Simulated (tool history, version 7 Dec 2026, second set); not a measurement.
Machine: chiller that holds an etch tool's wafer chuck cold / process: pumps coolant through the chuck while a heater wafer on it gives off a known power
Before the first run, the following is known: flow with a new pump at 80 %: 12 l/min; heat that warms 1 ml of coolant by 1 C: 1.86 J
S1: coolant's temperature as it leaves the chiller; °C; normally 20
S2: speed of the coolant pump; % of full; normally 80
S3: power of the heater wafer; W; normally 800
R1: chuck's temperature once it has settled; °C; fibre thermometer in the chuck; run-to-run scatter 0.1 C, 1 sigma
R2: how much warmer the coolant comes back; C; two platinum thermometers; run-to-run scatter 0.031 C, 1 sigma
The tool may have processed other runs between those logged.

run 1 hour=0.0 | S1=20 S2=80 S3=800 | R1=26.7 R2=2.17
run 2 hour=28.0 | S1=20 S2=80 S3=800 | R1=26.7 R2=2.15
run 3 hour=57.5 | S1=20 S2=80 S3=800 | R1=26.6 R2=2.18
run 4 hour=74.0 | S1=20 S2=80 S3=800 | R1=26.6 R2=2.20
run 5 hour=96.0 | S1=20 S2=80 S3=800 | R1=26.8 R2=2.11
run 6 hour=110.4 | S1=20 S2=80 S3=800 | R1=26.6 R2=2.15
run 7 hour=125.3 | S1=20 S2=80 S3=536 | R1=24.6 R2=1.43
-- hour=129.2 chiller's thermometer calibrated
run 8 hour=152.0 | S1=20 S2=80 S3=536 | R1=24.7 R2=1.48
run 9 hour=168.0 | S1=20 S2=80 S3=536 | R1=24.7 R2=1.44
run 10 hour=192.4 | S1=20 S2=77 S3=536 | R1=24.9 R2=1.49
run 11 hour=216.6 | S1=20 S2=80 S3=800 | R1=26.6 R2=2.18
run 12 hour=237.1 | S1=20 S2=80 S3=800 | R1=26.9 R2=2.18
run 13 hour=264.7 | S1=30 S2=98 S3=800 | R1=35.9 R2=1.73
run 14 hour=292.4 | S1=30 S2=98 S3=800 | R1=35.6 R2=1.75
-- hour=315.0 chiller's thermometer calibrated, once more
run 15 hour=316.1 | S1=30 S2=98 S3=800 | R1=35.5 R2=1.75
run 16 hour=334.5 | S1=12 S2=91 S3=800 | R1=17.7 R2=1.98
run 17 hour=359.7 | S1=16 S2=79 S3=737 | R1=22.2 R2=2.05

Run 18, settings as shown, results not yet in. Your forecast:
run 18 hour=392.9 | S1=16 S2=79 S3=737 | R1=? R2=?

{"run 18": {"R1": 22.2, "R2": 2.09}}
Were there no unlogged condition in the tool, this run, its random variation unchanged, would have produced R1 21.8 °C, R2 2.05 C.
